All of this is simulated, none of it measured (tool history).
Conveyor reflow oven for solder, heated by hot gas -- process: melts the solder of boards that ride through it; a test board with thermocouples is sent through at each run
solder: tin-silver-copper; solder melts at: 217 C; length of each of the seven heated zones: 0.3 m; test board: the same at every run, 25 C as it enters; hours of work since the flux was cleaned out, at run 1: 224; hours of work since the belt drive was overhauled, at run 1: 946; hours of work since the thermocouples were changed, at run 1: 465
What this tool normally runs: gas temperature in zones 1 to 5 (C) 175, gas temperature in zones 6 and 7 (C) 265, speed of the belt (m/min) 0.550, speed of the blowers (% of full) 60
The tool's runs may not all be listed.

run,hour,gas temperature in zones 1 to 5 (C),gas temperature in zones 6 and 7 (C),speed of the belt (m/min),speed of the blowers (% of full),hours of work since the flux was cleaned out,hours of work since the belt drive was overhauled,hours of work since the thermocouples were changed,highest temperature of the board (C),time above the solder's melting point (s)
1,0.0,175,265,0.550,60,224,946,465,245.1,44.6
# hour 32.2: flux residue cleaned out of gas plates and filters
2,97.9,175,265,0.550,89,48,1014,533,253.4,51.5
3,191.7,175,265,0.550,60,116,1082,602,245.7,44.5
4,240.4,167,265,0.550,60,152,1118,637,244.1,40.2
5,295.1,167,265,0.550,60,192,1157,677,243.6,40.8
6,363.3,167,265,0.550,60,241,1207,727,243.7,40.4
# hour 373.4: flux residue cleaned out of gas plates and filters
7,455.6,167,265,0.550,60,60,1271,790,244.8,41.5
8,529.7,167,265,0.550,60,114,1325,844,244.8,41.4
9,575.2,167,265,0.550,60,147,1358,877,244.5,41.2
10,655.5,167,266,0.550,60,206,1416,936,245.1,42.2
# hour 716.0: flux residue cleaned out of gas plates and filters
# hour 740.3: thermocouples of zones 6 and 7 changed
11,743.5,167,266,0.550,60,19,1475,2,245.4,42.2
12,787.8,167,266,0.622,60,51,1508,35,240.6,32.8
# hour 800.8: belt drive overhauled, speed set with a stopwatch
13,837.2,175,265,0.642,60,84,27,68,238.9,31.0
14,885.5,185,276,0.588,69,119,62,103,256.6,50.8
15,969.5,175,259,0.473,60,180,123,164,244.5,51.3
16,1023.7,169,268,0.466,66,220,162,204,253.6,57.7
# hour 1059.8: flux residue cleaned out of gas plates and filters
17,1103.8,169,268,0.466,66,32,217,258,254.2,58.9
18,1195.3,169,268,0.466,66,99,284,325,254.0,57.9
19,1239.5,169,268,0.466,66,131,316,357,253.9,58.0
20,1312.2,170,267,0.560,51,184,369,410,240.9,35.9
21,1364.4,175,265,0.628,60,222,407,448,239.5,32.4
# hour 1399.7: flux residue cleaned out of gas plates and filters
22,1457.4,175,265,0.628,60,42,471,512,240.8,33.4
23,1549.1,186,258,0.493,89,109,538,579,250.8,61.1
24,1618.8,163,258,0.640,89,160,589,630,240.6,32.2

Here are 4 independent what-if runs from the current tool condition. What would each one return?
A,1699.8,163,261,0.640,76,219,648,689,?,?
B,1699.8,163,255,0.640,89,219,648,689,?,?
C,1699.8,177,258,0.536,79,219,648,689,?,?
D,1699.8,161,258,0.640,89,219,648,689,?,?

run,highest temperature of the board (C),time above the solder's melting point (s)
A,238.8,29.4
B,237.6,29.8
C,245.7,47.5
D,239.9,31.4
With the hidden condition removed and each run's random variation left untouched, the same runs would have given:
run,highest temperature of the board (C),time above the solder's melting point (s)
A,239.0,29.5
B,237.8,29.9
C,245.5,47.1
D,240.1,31.6
